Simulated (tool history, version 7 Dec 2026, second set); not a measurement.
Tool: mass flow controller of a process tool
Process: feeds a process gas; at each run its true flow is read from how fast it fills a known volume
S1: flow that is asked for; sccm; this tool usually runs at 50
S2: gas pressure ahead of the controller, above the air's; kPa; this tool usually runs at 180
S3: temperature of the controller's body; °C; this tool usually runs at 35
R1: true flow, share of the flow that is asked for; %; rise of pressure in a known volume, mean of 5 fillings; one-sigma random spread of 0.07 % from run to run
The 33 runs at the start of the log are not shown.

Run 34, hour 2635.8: usual settings but S2 167 kPa. Result: R1 99.04 %.
Run 35, hour 2732.4: usual settings but S1 31 sccm, S2 200 kPa. Result: R1 98.22 %.
Run 36, hour 2820: usual settings but S1 31 sccm, S2 200 kPa. Result: R1 98.21 %.
Run 37, hour 2900.8: usual settings but S1 11 sccm, S2 195 kPa. Result: R1 95.5 %.
Run 38, hour 2997.8: usual settings but S1 11 sccm, S2 195 kPa. Result: R1 95.39 %.
Run 39, hour 3088: usual settings but S1 13 sccm, S2 201 kPa, S3 30 °C. Result: R1 95.72 %.
Run 40, hour 3179: usual settings but S1 13 sccm, S2 201 kPa, S3 30 °C. Result: R1 95.77 %.
Run 41, hour 3249.7: usual settings but S1 13 sccm, S2 243 kPa, S3 25 °C. Result: R1 95.15 %.
Run 42, hour 3314: usual settings but S1 62 sccm, S2 270 kPa. Result: R1 99.49 %.
Run 43, hour 3424.2: usual settings but S1 12 sccm, S2 260 kPa, S3 25 °C. Result: R1 94.89 %.
Run 44, hour 3515.1: usual settings but S1 78 sccm. Result: R1 99.79 %.
Run 45, hour 3631.1: usual settings but S1 78 sccm. Result: R1 99.87 %.
Run 46, hour 3734.4: usual settings but S1 78 sccm, S2 220 kPa, S3 36 °C. Result: R1 100.04 %.

Here are 4 independent what-if runs from the current tool condition. What would each one return?
Run A, hour 3855.2: usual settings but S1 26 sccm, S2 223 kPa, S3 28 °C. Result: R1 ?.
Run B, hour 3855.2: usual settings but S1 55 sccm, S2 268 kPa, S3 21 °C. Result: R1 ?.
Run C, hour 3855.2: usual settings but S1 41 sccm, S2 163 kPa, S3 22 °C. Result: R1 ?.
Run D, hour 3855.2: usual settings but S2 159 kPa. Result: R1 ?.

run     R1
  A  97.21
  B  98.56
  C  97.83
  D  98.82
Had the tool no hidden state, the same runs would have come out as:
run     R1
  A  98.59
  B  98.93
  C  98.51
  D  99.29

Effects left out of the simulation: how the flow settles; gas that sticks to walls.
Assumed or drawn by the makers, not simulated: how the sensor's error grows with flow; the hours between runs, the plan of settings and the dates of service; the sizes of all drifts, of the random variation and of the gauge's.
